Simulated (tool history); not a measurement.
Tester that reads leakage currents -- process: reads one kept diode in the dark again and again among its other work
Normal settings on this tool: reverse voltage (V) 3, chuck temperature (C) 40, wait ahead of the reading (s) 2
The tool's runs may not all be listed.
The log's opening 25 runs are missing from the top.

| run | hour | reverse voltage (V) | chuck temperature (C) | wait ahead of the reading (s) | current that the tester gives (pA) |
|---|---|---|---|---|---|
| 26 | 2297.2 | 12.73 | 39 | 3.11 | 953.54 |
| 27 | 2372.8 | 8.81 | 28 | 0.67 | 326.53 |
| 28 | 2435.2 | 5.45 | 40 | 0.9 | 641.52 |
|  | 2446 | probe card cleaned and baked |
|  | 2459.9 | chuck's temperature calibrated |
| 29 | 2504.6 | 5.45 | 33 | 0.9 | 374.97 |
| 30 | 2609.7 | 5.45 | 33 | 0.9 | 372.46 |
| 31 | 2733.5 | 5.45 | 33 | 3.31 | 371.12 |
| 32 | 2826.5 | 2.29 | 44 | 1.59 | 532.77 |
| 33 | 2920.3 | 2.29 | 31 | 1.18 | 195.58 |
| 34 | 3003.2 | 3.82 | 45 | 2 | 760.44 |
| 35 | 3117.4 | 3.82 | 45 | 2 | 759.95 |
| 36 | 3238.1 | 3 | 32 | 5.17 | 247.35 |
| 37 | 3292.6 | 3 | 32 | 5.17 | 244.36 |
| 38 | 3404.9 | 3 | 31 | 0.36 | 228.8 |
| 39 | 3517.1 | 3 | 29 | 0.36 | 194.35 |

4 ways to go on from here, each from the tool as it stands after run 39. What would each give?
| A | 3583.2 | 13.54 | 22 | 0.36 | ? |
| B | 3583.2 | 3 | 22 | 2 | ? |
| C | 3583.2 | 3.57 | 40 | 0.68 | ? |
| D | 3583.2 | 3 | 54 | 2 | ? |

| run | current that the tester gives (pA) |
|---|---|
| A | 252.18 |
| B | 107.87 |
| C | 505.92 |
| D | 1266.87 |
Without the tool's unlogged condition, the same runs would have read:
| run | current that the tester gives (pA) |
|---|---|
| A | 251.8 |
| B | 107.71 |
| C | 505.29 |
| D | 1265.44 |

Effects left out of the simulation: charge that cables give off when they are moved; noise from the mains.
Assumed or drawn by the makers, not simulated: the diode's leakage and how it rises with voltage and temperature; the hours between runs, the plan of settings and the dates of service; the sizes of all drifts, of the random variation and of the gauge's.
